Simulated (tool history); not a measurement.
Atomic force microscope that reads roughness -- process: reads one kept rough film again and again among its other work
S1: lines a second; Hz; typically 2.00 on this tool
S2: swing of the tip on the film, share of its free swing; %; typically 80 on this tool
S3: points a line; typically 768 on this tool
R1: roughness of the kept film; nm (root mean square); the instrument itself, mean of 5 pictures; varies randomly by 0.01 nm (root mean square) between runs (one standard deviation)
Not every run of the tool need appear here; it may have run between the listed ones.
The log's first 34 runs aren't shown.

run,day,S1,S2,S3,R1
35,26.946,3.28,56,768,2.294
36,27.867,1.24,83,979,2.214
37,28.517,3.16,70,432,2.180
38,29.175,1.77,82,357,2.145
39,29.746,1.18,64,267,2.257
40,30.417,1.18,64,267,2.231
41,30.892,2.55,75,269,2.089
42,31.508,1.20,75,1009,2.194
43,32.417,1.20,75,1009,2.193
# day 32.692: new tip fitted
44,32.962,0.58,89,432,2.488
45,33.500,0.58,89,432,2.478
46,34.233,2.00,80,698,2.345
47,35.233,0.61,61,768,2.522

Branching from run 47: 4 alternative next runs. What would each branch give?
A,36.138,0.61,58,768,?
B,36.138,3.43,76,359,?
C,36.138,0.52,87,677,?
D,36.138,2.79,61,361,?

run,R1
A,2.501
B,2.222
C,2.447
D,2.382
With the hidden condition removed and each run's random variation left untouched, the same runs would have given:
run,R1
A,2.584
B,2.296
C,2.528
D,2.461

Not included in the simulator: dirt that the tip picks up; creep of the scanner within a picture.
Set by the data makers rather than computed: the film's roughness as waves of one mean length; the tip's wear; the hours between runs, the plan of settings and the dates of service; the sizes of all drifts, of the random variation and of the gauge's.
